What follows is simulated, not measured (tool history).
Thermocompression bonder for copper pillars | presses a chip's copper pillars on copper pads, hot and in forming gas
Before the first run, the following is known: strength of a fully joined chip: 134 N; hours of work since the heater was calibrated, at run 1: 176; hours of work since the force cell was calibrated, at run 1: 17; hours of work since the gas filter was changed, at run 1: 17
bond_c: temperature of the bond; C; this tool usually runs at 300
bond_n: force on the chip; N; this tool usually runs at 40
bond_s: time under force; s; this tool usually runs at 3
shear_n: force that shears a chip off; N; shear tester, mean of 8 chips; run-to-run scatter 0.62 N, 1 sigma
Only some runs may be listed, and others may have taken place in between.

run,hour,bond_c,bond_n,bond_s,hours of work since the heater was calibrated,hours of work since the force cell was calibrated,hours of work since the gas filter was changed,shear_n
1,0.0,300,40,3,176,17,17,69.2
2,22.2,300,59,3,186,27,27,86.3
3,55.0,300,59,3,201,43,43,83.5
4,95.5,300,59,3,220,61,61,83.8
5,116.5,300,59,3,229,71,71,84.7
6,153.3,300,40,3,246,88,88,67.0
7,174.8,300,40,3,256,97,97,66.2
8,209.9,300,40,3,272,114,114,65.5
9,244.4,300,40,3,288,129,129,64.5
10,262.2,294,40,3,296,138,138,61.7
11,304.4,294,40,3,316,157,157,61.0
12,339.9,294,40,3,332,173,173,60.5
13,371.1,294,40,3,346,188,188,60.2
# hour 388.1: forming gas filter changed
14,406.6,294,40,3,362,204,8,66.7
15,445.8,294,40,3,380,222,26,66.9
16,477.9,294,40,3,395,236,41,64.5
17,497.2,282,40,3,404,245,50,58.5
18,527.4,282,40,9,418,259,64,84.4
19,559.3,282,40,9,432,274,79,82.7
20,585.4,282,40,9,444,286,90,82.8
21,616.6,282,40,9,459,300,105,81.1
22,657.9,275,40,3,478,319,124,53.1

Expected results for the next run?
23,692.8,275,40,3,494,335,140,?

shear_n: 52.2 N
Without the tool's hidden state the same run would have given shear_n 55.7 N.

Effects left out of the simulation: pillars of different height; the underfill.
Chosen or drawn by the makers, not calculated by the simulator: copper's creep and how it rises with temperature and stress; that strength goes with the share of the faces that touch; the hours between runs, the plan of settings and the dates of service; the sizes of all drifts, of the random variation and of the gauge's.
